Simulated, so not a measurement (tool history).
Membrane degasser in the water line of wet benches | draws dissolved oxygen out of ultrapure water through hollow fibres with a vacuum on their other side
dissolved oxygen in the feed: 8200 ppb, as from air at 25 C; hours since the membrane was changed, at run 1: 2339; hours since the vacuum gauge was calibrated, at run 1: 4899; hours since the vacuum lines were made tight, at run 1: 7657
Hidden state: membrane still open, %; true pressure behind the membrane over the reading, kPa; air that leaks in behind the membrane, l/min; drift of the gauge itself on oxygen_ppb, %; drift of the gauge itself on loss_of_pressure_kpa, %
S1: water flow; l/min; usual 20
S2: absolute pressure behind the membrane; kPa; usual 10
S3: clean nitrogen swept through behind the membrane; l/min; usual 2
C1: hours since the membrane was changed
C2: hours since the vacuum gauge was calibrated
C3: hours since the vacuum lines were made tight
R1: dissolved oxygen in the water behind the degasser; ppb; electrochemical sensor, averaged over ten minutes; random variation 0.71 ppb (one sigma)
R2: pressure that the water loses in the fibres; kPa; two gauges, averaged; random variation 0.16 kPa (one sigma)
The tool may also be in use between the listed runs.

run	hour	S1	S2	S3	C1	C2	C3	R1	R2
1	0	20	10	2	2339	4899	7657	204.1	60.59
2	47.7	20	10	2	2387	4947	7705	203.5	60.15
3	80.7	20	13	2	2420	4980	7738	271.9	60.43
4	139.9	20	13	2	2479	5039	7797	271.3	60.52
5	211.8	20	10	2	2551	5111	7869	204	60.37
6	278.2	20	10	2	2617	5177	7936	204	60.52
7	329.6	20	10	2	2669	5229	7987	203.7	60.55
8	404.5	20	10	2	2744	5304	8062	203.7	60.37
9	460.2	20	10	3.81	2799	5359	8118	130.6	60.59
10	515.3	20	21.9	3.81	2855	5415	8173	277.5	60.71
11	576.6	20	6.9	3.81	2916	5476	8234	91.6	60.56
12	609.6	30	6.9	3.81	2949	5509	8267	231.6	90.75
# hour 613.2: vacuum gauge calibrated
13	641.4	30	6.9	3.81	2980	28	8298	231	90.87
14	698.7	20	10.5	2	3038	85	8356	215.6	60.6
15	768.1	22	21.4	4.09	3107	155	8425	294.5	67.02
16	802.9	18	10	1.18	3142	190	8460	267.1	54.48
17	840.9	29	12.7	1.74	3180	228	8498	491.8	88.27
18	912.7	24	15.5	1.33	3251	299	8570	556.4	73.15
19	989.3	24	15.5	1.33	3328	376	8646	556.2	72.88

Forecast each of these 5 alternatives for the next run:
# hour 1027.6: vacuum gauge calibrated, once more
A	1027.6	17	8.1	3.58	3366	0	8684	?	?
# hour 1027.6: vacuum gauge calibrated, once more
B	1027.6	24	15.5	2.76	3366	0	8684	?	?
# hour 1027.6: vacuum gauge calibrated, once more
C	1027.6	20	10	1.15	3366	0	8684	?	?
# hour 1027.6: vacuum gauge calibrated, once more
D	1027.6	27	8.7	1.08	3366	0	8684	?	?
# hour 1027.6: vacuum gauge calibrated, once more
E	1027.6	30	15.5	1.28	3366	0	8684	?	?

run	R1	R2
A	78.7	51.84
B	328.8	73.07
C	303.3	60.47
D	401	82.38
E	734.9	90.79
Without the tool's hidden state the same runs would have given:
run	R1	R2
A	76.2	51.09
B	321.5	72.02
C	298.5	59.6
D	393.7	81.2
E	724.9	89.49
